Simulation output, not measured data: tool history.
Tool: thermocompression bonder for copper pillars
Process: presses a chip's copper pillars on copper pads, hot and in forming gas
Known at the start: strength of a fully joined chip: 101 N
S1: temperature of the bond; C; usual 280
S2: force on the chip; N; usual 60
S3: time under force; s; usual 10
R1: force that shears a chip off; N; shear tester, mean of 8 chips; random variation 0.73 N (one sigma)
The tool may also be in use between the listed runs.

Run 1, hour 0.0: usual settings. Result: R1 57.1 N.
Run 2, hour 9.1: usual settings but S2 53 N. Result: R1 51.6 N.
Run 3, hour 17.8: usual settings but S2 53 N. Result: R1 53.0 N.
Run 4, hour 29.2: usual settings but S3 7 s. Result: R1 50.4 N.
Run 5, hour 47.6: usual settings but S2 77 N, S3 7 s. Result: R1 60.0 N.
Run 6, hour 66.8: usual settings but S1 284 C, S2 77 N, S3 7 s. Result: R1 61.2 N.
Run 7, hour 86.1: usual settings but S1 271 C, S2 37 N. Result: R1 34.7 N.
At hour 88.9: force cell calibrated.
Run 8, hour 103.0: usual settings but S1 299 C, S2 78 N, S3 26 s. Result: R1 88.2 N.
Run 9, hour 117.2: usual settings but S1 255 C, S2 78 N, S3 26 s. Result: R1 72.5 N.
Run 10, hour 126.7: usual settings but S1 255 C, S2 78 N, S3 26 s. Result: R1 69.3 N.
Run 11, hour 142.3: usual settings but S1 255 C, S2 41 N, S3 6 s. Result: R1 25.5 N.
Run 12, hour 154.4: usual settings but S1 255 C, S2 41 N, S3 6 s. Result: R1 25.8 N.

4 ways to go on from here, each from the tool as it stands after run 12. What would each give?
At hour 168.9: force cell calibrated, once more.
Run A, hour 171.2: usual settings but S2 44 N. Result: R1 ?.
At hour 168.9: force cell calibrated, once more.
Run B, hour 171.2: usual settings but S1 300 C, S2 41 N, S3 7 s. Result: R1 ?.
At hour 168.9: force cell calibrated, once more.
Run C, hour 171.2: usual settings but S1 287 C, S2 48 N, S3 6 s. Result: R1 ?.
At hour 168.9: force cell calibrated, once more.
Run D, hour 171.2: usual settings but S1 255 C, S2 41 N, S3 21 s. Result: R1 ?.

run    R1
  A  42.8
  B  44.1
  C  41.3
  D  42.3
Without the tool's hidden state the same runs would have given:
run    R1
  A  49.6
  B  50.7
  C  47.9
  D  49.7
